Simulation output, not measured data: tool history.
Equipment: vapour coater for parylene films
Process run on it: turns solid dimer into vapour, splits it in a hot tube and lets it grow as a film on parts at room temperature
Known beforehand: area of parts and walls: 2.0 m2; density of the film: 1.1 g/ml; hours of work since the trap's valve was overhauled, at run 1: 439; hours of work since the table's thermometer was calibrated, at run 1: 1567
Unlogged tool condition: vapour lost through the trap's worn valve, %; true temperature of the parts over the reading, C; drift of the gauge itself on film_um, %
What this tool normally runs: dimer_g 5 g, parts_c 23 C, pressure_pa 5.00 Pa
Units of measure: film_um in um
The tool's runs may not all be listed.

run     day  dimer_g  parts_c  pressure_pa  hours of work since the trap's valve was overhauled  hours of work since the table's thermometer was calibrated  film_um
  1   0.000        5       23         5.00                                                  439                                                        1567     1.64
  2   1.479        5       23         5.00                                                  466                                                        1593     1.63
      3.288  -- table's thermometer calibrated
  3   3.288        5       23         5.00                                                  498                                                           0     1.56
  4   4.246        5       23         5.00                                                  515                                                          17     1.53
  5   5.196        5       23         5.00                                                  532                                                          34     1.56
  6   7.008        5       23         5.00                                                  565                                                          67     1.53
  7   8.383        5       27         5.00                                                  589                                                          92     1.31
  8   9.304        5       23         2.92                                                  606                                                         108     1.58
  9  10.979        5       23         5.00                                                  636                                                         138     1.51
 10  12.183        5       23         5.00                                                  658                                                         160     1.51
     13.083  -- trap's valve overhauled
 11  13.242        5       23         5.00                                                    3                                                         176     1.71
 12  14.750        5       23         5.00                                                   30                                                         203     1.69
 13  16.117        5       23         5.00                                                   55                                                         228     1.70
 14  17.088        5       23         5.00                                                   72                                                         246     1.70
 15  18.250        5       23         5.00                                                   93                                                         266     1.69
 16  19.421        5       23         5.00                                                  114                                                         288     1.68
 17  21.554        5       23         5.00                                                  153                                                         326     1.67
 18  22.733        3       23         5.00                                                  174                                                         347     0.99
 19  23.921        3       23         5.00                                                  195                                                         369     1.00
 20  26.129        5       23         5.00                                                  235                                                         408     1.64
 21  27.271        5       23         5.00                                                  256                                                         429     1.65
 22  28.521        5       18         5.00                                                  278                                                         452     1.99
 23  29.858        5       18         5.00                                                  302                                                         476     1.98
 24  30.988        7       21         8.79                                                  322                                                         496     2.34
 25  32.350        7       21         8.79                                                  347                                                         520     2.35
 26  34.146        6       23         4.01                                                  379                                                         553     1.95
 27  35.783        5       30         6.91                                                  409                                                         582     1.19
 28  37.004        5       30         7.71                                                  431                                                         604     1.17
 29  37.908        8       17         2.92                                                  447                                                         621     3.22
 30  39.367        4       25         8.37                                                  473                                                         647     1.12
 31  41.533        3       26         3.54                                                  512                                                         686     0.87
 32  43.221        5       23         3.53                                                  543                                                         716     1.62
 33  44.662        4       31         3.53                                                  569                                                         742     0.94
 34  46.225        3       23         2.76                                                  597                                                         770     0.99
 35  48.054        3       23         2.76                                                  630                                                         803     0.97
 36  50.038        3       23         2.51                                                  666                                                         839     1.00
     50.558  -- trap's valve overhauled
 37  51.204        3       25         2.42                                                   12                                                         857     1.04
 38  53.317        8       31         4.18                                                   50                                                         895     2.08
 39  54.671        8       31         4.18                                                   74                                                         919     2.05
 40  56.638        8       31         4.18                                                  109                                                         955     2.07
 41  58.508        6       21         6.30                                                  143                                                         989     2.14

Branching from run 41: 3 alternative next runs. What would each branch give?
  A  60.025        2       28         2.92                                                  170                                                        1016        ?
  B  60.025        4       23         8.73                                                  170                                                        1016        ?
  C  60.025        4       16         5.00                                                  170                                                        1016        ?

run  film_um
  A     0.60
  B     1.31
  C     1.74
The same runs, with their run-to-run variation unchanged, on a tool lacking any hidden condition would have given:
run  film_um
  A     0.59
  B     1.30
  C     1.80
